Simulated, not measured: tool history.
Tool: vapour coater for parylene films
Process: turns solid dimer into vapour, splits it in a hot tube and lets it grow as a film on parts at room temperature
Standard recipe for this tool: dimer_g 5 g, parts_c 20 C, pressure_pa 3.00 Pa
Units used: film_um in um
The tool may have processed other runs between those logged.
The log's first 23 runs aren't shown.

run	hour	dimer_g	parts_c	pressure_pa	hours of work since the trap's valve was overhauled	hours of work since the table's thermometer was calibrated	film_um
24	569.6	8	20	3.00	286	489	4.79
25	590.8	8	20	3.00	304	506	4.80
26	625.4	5	27	3.00	332	534	2.29
27	657.1	5	27	3.00	357	560	2.28
28	687.3	7	21	3.36	382	584	3.96
29	703.9	3	25	3.48	395	598	1.43
30	738.0	3	25	3.48	423	625	1.44
31	759.9	4	18	2.57	441	643	2.68
32	778.6	4	18	2.57	456	658	2.68

Run 33 comes next. What will it give?
33	814.0	4	18	2.57	485	687	?

Run 33 yielded film_um 2.67 um.
Without the tool's hidden state the same run would have given film_um 2.68 um.

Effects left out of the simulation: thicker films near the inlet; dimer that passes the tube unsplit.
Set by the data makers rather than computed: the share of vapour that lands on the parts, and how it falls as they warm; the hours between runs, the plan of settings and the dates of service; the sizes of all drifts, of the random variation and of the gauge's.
